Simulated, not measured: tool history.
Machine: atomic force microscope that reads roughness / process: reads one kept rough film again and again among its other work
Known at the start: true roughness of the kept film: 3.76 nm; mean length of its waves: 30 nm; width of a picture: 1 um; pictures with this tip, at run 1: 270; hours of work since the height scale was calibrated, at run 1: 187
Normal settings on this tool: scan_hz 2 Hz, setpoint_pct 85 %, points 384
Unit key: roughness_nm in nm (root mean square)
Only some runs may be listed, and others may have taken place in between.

run   hour  scan_hz  setpoint_pct  points  pictures with this tip  hours of work since the height scale was calibrated  roughness_nm
  1      0        2            85     384                     270                                                  187          2.48
  2    9.4        2            85     627                     285                                                  194         2.468
  3   16.1        2            85     627                     296                                                  198         2.448
  4   26.1     0.61            85     384                     313                                                  205         2.655
      29.3  -- new tip fitted
  5   38.2     0.61            85     384                      14                                                  213          3.24
  6   48.8     0.61            85     384                      32                                                  220         3.207
  7   60.3        2            89     384                      50                                                  228         2.782
  8   68.1        2            89     384                      63                                                  234         2.741
  9     78        2            89     384                      79                                                  240         2.708
 10   86.6        2            89     384                      93                                                  246         2.686
 11   97.3        2            89     384                     110                                                  253          2.67
 12  103.4        2            85     304                     120                                                  258         2.729
 13  113.3        2            73     384                     136                                                  264         2.902
 14  120.8        2            73     384                     149                                                  270         2.863
 15  128.8     3.75            73     384                     162                                                  275         2.619
 16  139.6     3.75            73     384                     179                                                  282         2.619
 17  147.6      2.9            73     384                     192                                                  288         2.712
 18  158.7     3.86            66     391                     210                                                  295         2.686
     160.3  -- height scale calibrated on a step standard
 19    167     3.86            66     391                     222                                                    5         2.704
 20  176.5     3.86            66     511                     238                                                   11         2.639
     179.1  -- height scale calibrated on a step standard, once more
 21  187.2     2.07            83     315                     253                                                    5         2.488
 22  194.2     2.07            83     315                     265                                                   10         2.504
 23  202.8     2.07            71     315                     279                                                   16         2.649
 24  209.9     0.81            81     430                     290                                                   21         2.699
 25  218.2     0.58            70     384                     304                                                   27         2.763
       227  -- new tip fitted
 26    227     0.58            70     384                       0                                                   32         3.369
 27  236.4     0.62            85    1021                      16                                                   39         3.269

3 options for the next run, each taken on its own from the tool as it stands now. Forecast them:
  A  247.6        2            85     274                      34                                                   46             ?
  B  247.6     0.52            85    1021                      34                                                   46             ?
  C  247.6     3.25            72     381                      34                                                   46             ?

run  roughness_nm
  A         2.853
  B         3.258
  C         2.944
With no hidden state in the tool, these same runs would have given:
run  roughness_nm
  A         2.922
  B         3.336
  C         3.015
